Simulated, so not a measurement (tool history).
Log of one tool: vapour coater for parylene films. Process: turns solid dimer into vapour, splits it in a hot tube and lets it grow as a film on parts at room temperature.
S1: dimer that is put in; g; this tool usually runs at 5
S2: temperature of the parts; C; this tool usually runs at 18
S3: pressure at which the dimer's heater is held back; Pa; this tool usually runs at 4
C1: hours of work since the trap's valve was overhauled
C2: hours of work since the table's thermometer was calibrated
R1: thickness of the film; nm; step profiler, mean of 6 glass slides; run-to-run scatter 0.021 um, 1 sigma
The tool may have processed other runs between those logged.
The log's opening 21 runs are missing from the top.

run,hour,S1,S2,S3,C1,C2,R1
# hour 1072: trap's valve overhauled
22,1091,4,18,2.88,16,1425,2600
# hour 1165.4: table's thermometer calibrated
23,1166.1,4,18,2.88,78,1,2500
24,1207.8,3,18,6.22,113,36,1770
25,1253.5,3,20,4.19,152,74,1650
26,1290.4,4,11,5.2,183,105,2870
27,1337.6,3,24,9.12,222,145,1410
28,1374.6,3,24,9.12,254,176,1380
29,1434.4,3,24,9.12,304,226,1390
30,1488.4,3,26,3.14,349,272,1390
31,1541.4,7,17,8.4,394,316,3900
# hour 1589.5: trap's valve overhauled
32,1602.9,3,17,8.4,11,365,1860
33,1670,8,15,6.42,68,421,5210
34,1724.8,8,15,6.42,114,467,5180

Here are 5 independent what-if runs from the current tool condition. What would each one return?
A,1785.6,5,15,2.01,165,518,?
B,1785.6,5,13,11.24,165,518,?
C,1785.6,7,18,4,165,518,?
D,1785.6,3,26,4,165,518,?
E,1785.6,8,10,4.09,165,518,?

run,R1
A,3500
B,3280
C,4250
D,1440
E,6180
Take away the tool's hidden state, keep each run's random variation, and the runs would have read:
run,R1
A,3590
B,3370
C,4360
D,1480
E,6340
